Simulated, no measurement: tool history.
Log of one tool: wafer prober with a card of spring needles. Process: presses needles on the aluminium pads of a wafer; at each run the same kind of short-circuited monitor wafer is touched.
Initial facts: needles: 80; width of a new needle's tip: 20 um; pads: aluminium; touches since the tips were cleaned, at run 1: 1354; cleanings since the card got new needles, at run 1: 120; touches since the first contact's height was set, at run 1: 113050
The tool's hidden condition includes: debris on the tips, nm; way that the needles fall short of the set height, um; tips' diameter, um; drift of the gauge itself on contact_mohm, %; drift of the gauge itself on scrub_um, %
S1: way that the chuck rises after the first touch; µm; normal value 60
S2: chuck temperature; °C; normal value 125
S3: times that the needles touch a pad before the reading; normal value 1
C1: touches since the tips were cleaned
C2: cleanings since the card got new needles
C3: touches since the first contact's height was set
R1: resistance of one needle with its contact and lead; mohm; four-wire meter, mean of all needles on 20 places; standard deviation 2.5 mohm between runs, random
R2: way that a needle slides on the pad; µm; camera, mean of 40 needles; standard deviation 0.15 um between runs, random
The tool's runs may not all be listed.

run     day  S1   S2  S3    C1   C2      C3   R1     R2
  1   0.000  60  125   1  1354  120  113050  480  14.42
      0.158  -- tips cleaned on abrasive film
      0.371  -- tips cleaned on abrasive film
      0.583  -- tips cleaned on abrasive film
  2   0.771  60  125   1  2538  123  123365  572  14.30
      0.825  -- tips cleaned on abrasive film
      1.088  -- tips cleaned on abrasive film
      1.354  -- tips cleaned on abrasive film
      1.521  -- height of the first contact set anew
      1.629  -- tips cleaned on abrasive film
  3   1.679  60  125   1   665  127    2079  418  15.38
      1.888  -- tips cleaned on abrasive film
      2.100  -- tips cleaned on abrasive film
      2.362  -- tips cleaned on abrasive film
  4   2.512  60  125   1  2014  130   13284  537  15.23
      2.617  -- tips cleaned on abrasive film
      2.875  -- tips cleaned on abrasive film
      3.142  -- tips cleaned on abrasive film
  5   3.333  60  125   1  2602  133   24275  571  15.09
      3.388  -- tips cleaned on abrasive film
      3.650  -- tips cleaned on abrasive film
      3.862  -- tips cleaned on abrasive film
      4.121  -- tips cleaned on abrasive film
  6   4.308  60  125   1  2537  137   37351  574  15.02
      4.362  -- tips cleaned on abrasive film
      4.575  -- tips cleaned on abrasive film
      4.788  -- tips cleaned on abrasive film
      5.050  -- tips cleaned on abrasive film
  7   5.196  60   75   1  1975  141   49223  554  14.75
      5.304  -- tips cleaned on abrasive film
      5.567  -- tips cleaned on abrasive film
      5.825  -- tips cleaned on abrasive film
      6.038  -- tips cleaned on abrasive film
  8   6.117  60   75   1  1069  145   61536  472  14.57
      6.271  -- tips cleaned on abrasive film
      6.533  -- tips cleaned on abrasive film
      6.742  -- tips cleaned on abrasive film
      6.954  -- tips cleaned on abrasive film
      7.217  -- tips cleaned on abrasive film
  9   7.288  60   75   1   941  150   77218  449  14.70
      7.446  -- tips cleaned on abrasive film
      7.712  -- tips cleaned on abrasive film
      7.971  -- tips cleaned on abrasive film
 10   8.112  40  125   1  1903  153   88291  911   9.52
      8.221  -- tips cleaned on abrasive film
      8.479  -- tips cleaned on abrasive film
      8.746  -- tips cleaned on abrasive film
      9.008  -- tips cleaned on abrasive film
 11   9.054  40  125   1   627  157  100892  617   9.26
      9.267  -- tips cleaned on abrasive film
      9.525  -- tips cleaned on abrasive film
      9.788  -- tips cleaned on abrasive film
 12   9.825  61  125   1   494  160  111244  407  14.60
     10.038  -- tips cleaned on abrasive film
     10.300  -- tips cleaned on abrasive film
     10.562  -- tips cleaned on abrasive film
 13  10.683  61  125   1  1671  163  122780  542  14.53
     10.792  -- tips cleaned on abrasive film
     11.004  -- tips cleaned on abrasive film
     11.217  -- tips cleaned on abrasive film
     11.429  -- tips cleaned on abrasive film
     11.492  -- height of the first contact set anew
 14  11.629  61  125   1  2572  167    1865  575  15.66
     11.683  -- tips cleaned on abrasive film
     11.896  -- tips cleaned on abrasive film
     12.158  -- tips cleaned on abrasive film
     12.425  -- tips cleaned on abrasive film
 15  12.546  61  125   1  1642  171   14106  522  15.24
     12.650  -- tips cleaned on abrasive film
     12.862  -- tips cleaned on abrasive film
     13.129  -- tips cleaned on abrasive film
     13.338  -- tips cleaned on abrasive film
 16  13.404  44  112   2   886  175   25598  517  10.95
     13.562  -- tips cleaned on abrasive film
     13.829  -- tips cleaned on abrasive film
     14.092  -- tips cleaned on abrasive film
     14.354  -- tips cleaned on abrasive film
 17  14.500  61   59   2  2007  179   40316  450  15.06
     14.608  -- tips cleaned on abrasive film
     14.821  -- tips cleaned on abrasive film
     15.079  -- tips cleaned on abrasive film
     15.292  -- tips cleaned on abrasive film
 18  15.362  53   59   1   992  183   51853  568  12.98
     15.525  -- tips cleaned on abrasive film
     15.788  -- tips cleaned on abrasive film
     16.000  -- tips cleaned on abrasive film
 19  16.088  50  125   1  1185  186   61523  621  11.99
     16.246  -- tips cleaned on abrasive film
     16.458  -- tips cleaned on abrasive film
     16.721  -- tips cleaned on abrasive film
 20  16.862  53  125   2  1912  189   71919  557  13.04
     16.971  -- tips cleaned on abrasive film
     17.179  -- tips cleaned on abrasive film
     17.446  -- tips cleaned on abrasive film
 21  17.492  53  125   2   621  192   80316  416  12.84
     17.700  -- tips cleaned on abrasive film
     17.912  -- tips cleaned on abrasive film
     18.175  -- tips cleaned on abrasive film
     18.388  -- tips cleaned on abrasive film
 22  18.417  79  114   2   412  196   92712  312  19.30
     18.629  -- tips cleaned on abrasive film
     18.892  -- tips cleaned on abrasive film
     19.117  -- tips cleaned on abrasive film
 23  19.117  52   82   2     0  199  102098  323  12.28
     19.383  -- tips cleaned on abrasive film
     19.642  -- tips cleaned on abrasive film
 24  19.767  52   82   2  1675  201  110807  546  12.27
     19.875  -- tips cleaned on abrasive film
     20.083  -- tips cleaned on abrasive film
     20.296  -- tips cleaned on abrasive film
     20.558  -- tips cleaned on abrasive film
 25  20.562  46   58   2    17  205  121428  335  10.68
     20.821  -- tips cleaned on abrasive film
     21.088  -- tips cleaned on abrasive film
     21.350  -- tips cleaned on abrasive film
 26  21.371  80  115   1   306  208  132309  338  19.21
     21.488  -- height of the first contact set anew
     21.596  -- tips cleaned on abrasive film
     21.808  -- tips cleaned on abrasive film
     22.021  -- tips cleaned on abrasive film
 27  22.217  59   73   3  2665  211    9735  419  14.79
     22.271  -- tips cleaned on abrasive film
     22.529  -- tips cleaned on abrasive film
     22.742  -- tips cleaned on abrasive film
     22.954  -- tips cleaned on abrasive film
 28  22.983  59   73   3   402  215   19975  321  14.58

What if the next run were any one of these 3? Each begins from the tool's condition after run 28:
     23.196  -- tips cleaned on abrasive film
     23.408  -- tips cleaned on abrasive film
  A  23.579  59  73   2  2364  217  27995   ?   ?
     23.196  -- tips cleaned on abrasive film
     23.408  -- tips cleaned on abrasive film
  B  23.579  49  41   3  2364  217  27995   ?   ?
     23.196  -- tips cleaned on abrasive film
     23.408  -- tips cleaned on abrasive film
  C  23.579  54  39   2  2364  217  27995   ?   ?

run   R1     R2
  A  497  14.93
  B  490  12.20
  C  548  13.25
Without the tool's unlogged condition, the same runs would have read:
run   R1     R2
  A  262  15.15
  B  266  12.42
  C  256  13.47

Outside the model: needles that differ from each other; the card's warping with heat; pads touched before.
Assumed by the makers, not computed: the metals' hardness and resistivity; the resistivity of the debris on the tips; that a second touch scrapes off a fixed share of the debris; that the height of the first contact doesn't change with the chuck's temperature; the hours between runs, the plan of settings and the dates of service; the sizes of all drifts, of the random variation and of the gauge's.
